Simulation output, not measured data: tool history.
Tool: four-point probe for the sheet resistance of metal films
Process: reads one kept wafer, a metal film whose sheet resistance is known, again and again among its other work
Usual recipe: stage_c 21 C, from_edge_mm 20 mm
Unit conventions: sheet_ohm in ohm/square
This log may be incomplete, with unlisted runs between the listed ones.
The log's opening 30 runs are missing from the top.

run 31 hour=1162.4 | stage_c=28 from_edge_mm=12 | sheet_ohm=0.278613
run 32 hour=1192.2 | stage_c=34 from_edge_mm=4 | sheet_ohm=0.281903
run 33 hour=1233.5 | stage_c=21 from_edge_mm=7 | sheet_ohm=0.279335
run 34 hour=1257.2 | stage_c=21 from_edge_mm=7 | sheet_ohm=0.279319
run 35 hour=1299.7 | stage_c=21 from_edge_mm=7 | sheet_ohm=0.279317
run 36 hour=1321.4 | stage_c=21 from_edge_mm=7 | sheet_ohm=0.279422
run 37 hour=1350.6 | stage_c=21 from_edge_mm=7 | sheet_ohm=0.279284
run 38 hour=1382.9 | stage_c=23 from_edge_mm=10 | sheet_ohm=0.278638
run 39 hour=1423.9 | stage_c=23 from_edge_mm=10 | sheet_ohm=0.278565
run 40 hour=1468.3 | stage_c=24 from_edge_mm=19 | sheet_ohm=0.278151
run 41 hour=1508.2 | stage_c=20 from_edge_mm=12 | sheet_ohm=0.278330
run 42 hour=1538.1 | stage_c=27 from_edge_mm=18 | sheet_ohm=0.278186
run 43 hour=1576.6 | stage_c=30 from_edge_mm=3 | sheet_ohm=0.284537
run 44 hour=1609.9 | stage_c=22 from_edge_mm=6 | sheet_ohm=0.279568
run 45 hour=1658.8 | stage_c=32 from_edge_mm=73 | sheet_ohm=0.277819

Here are 3 independent what-if runs from the current tool condition. What would each one return?
run A hour=1700.3 | stage_c=23 from_edge_mm=11 | sheet_ohm=?
run B hour=1700.3 | stage_c=21 from_edge_mm=64 | sheet_ohm=?
run C hour=1700.3 | stage_c=23 from_edge_mm=5 | sheet_ohm=?

run=A sheet_ohm=0.278270
run=B sheet_ohm=0.277874
run=C sheet_ohm=0.280278
With no hidden state in the tool, these same runs would have given:
run=A sheet_ohm=0.280531
run=B sheet_ohm=0.280134
run=C sheet_ohm=0.282555
